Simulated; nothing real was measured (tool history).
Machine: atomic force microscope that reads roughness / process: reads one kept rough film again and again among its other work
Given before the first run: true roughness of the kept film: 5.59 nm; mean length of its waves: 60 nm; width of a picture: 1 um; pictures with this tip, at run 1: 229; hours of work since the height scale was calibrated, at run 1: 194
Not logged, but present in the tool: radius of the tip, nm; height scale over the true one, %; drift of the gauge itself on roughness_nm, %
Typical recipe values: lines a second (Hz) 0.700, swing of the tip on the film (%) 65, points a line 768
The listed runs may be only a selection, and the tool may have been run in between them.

run,day,lines a second (Hz),swing of the tip on the film (%),points a line,pictures with this tip,hours of work since the height scale was calibrated,roughness of the kept film (nm (root mean square))
1,0.000,0.700,65,768,229,194,5.176
2,1.971,0.700,65,768,280,215,5.111
3,3.096,0.700,65,768,309,226,5.101
4,4.967,0.680,65,768,358,246,5.050
# day 6.138: new tip fitted
5,6.588,1.901,65,768,12,263,5.281
6,8.758,1.901,65,768,68,285,5.220
7,10.050,1.901,65,768,102,299,5.207
8,11.629,1.901,65,768,143,315,5.142
# day 11.838: height scale calibrated on a step standard
9,12.858,1.901,65,768,174,11,5.097
10,14.275,3.499,65,768,211,25,5.005
11,15.971,3.499,65,768,255,43,4.949
# day 16.112: height scale calibrated on a step standard, once more
12,17.029,3.499,65,768,282,10,4.915
13,19.175,3.499,65,768,338,32,4.846
# day 21.104: new tip fitted
14,21.121,3.499,65,768,0,52,5.129
15,22.308,3.499,60,652,31,64,5.187
16,24.192,3.499,77,505,80,84,4.800
17,26.175,0.700,62,768,132,105,5.252
18,27.604,0.700,75,315,169,120,5.170
19,28.542,0.700,75,315,194,129,5.160
20,29.796,0.813,69,742,226,143,5.150
21,31.221,1.770,69,478,263,157,5.009
22,32.592,1.770,69,478,299,172,4.975
23,34.821,3.173,81,451,357,195,4.547

A few steps of roughness of the kept film (nm (root mean square)) between consecutive runs. Split each: what settings, incoming material and random variation would produce without the hidden state, and what is left over for the hidden state, along with gauge scatter present in only one of the two compared results (measured, and without hidden state):
Run 4 -> 5: lines a second (Hz) 0.680 -> 1.901, new tip fitted. roughness of the kept film (nm (root mean square)) +0.231: hidden state +0.303, all else -0.072.
Run 13 -> 14: new tip fitted. roughness of the kept film (nm (root mean square)) +0.283: hidden state +0.276, all else +0.007.
Run 16 -> 17: lines a second (Hz) 3.499 -> 0.700, swing of the tip on the film (%) 77 -> 62, points a line 505 -> 768. roughness of the kept film (nm (root mean square)) +0.452: hidden state -0.055, all else +0.507.
Run 22 -> 23: lines a second (Hz) 1.770 -> 3.173, swing of the tip on the film (%) 69 -> 81, points a line 478 -> 451. roughness of the kept film (nm (root mean square)) -0.428: hidden state -0.023, all else -0.405.
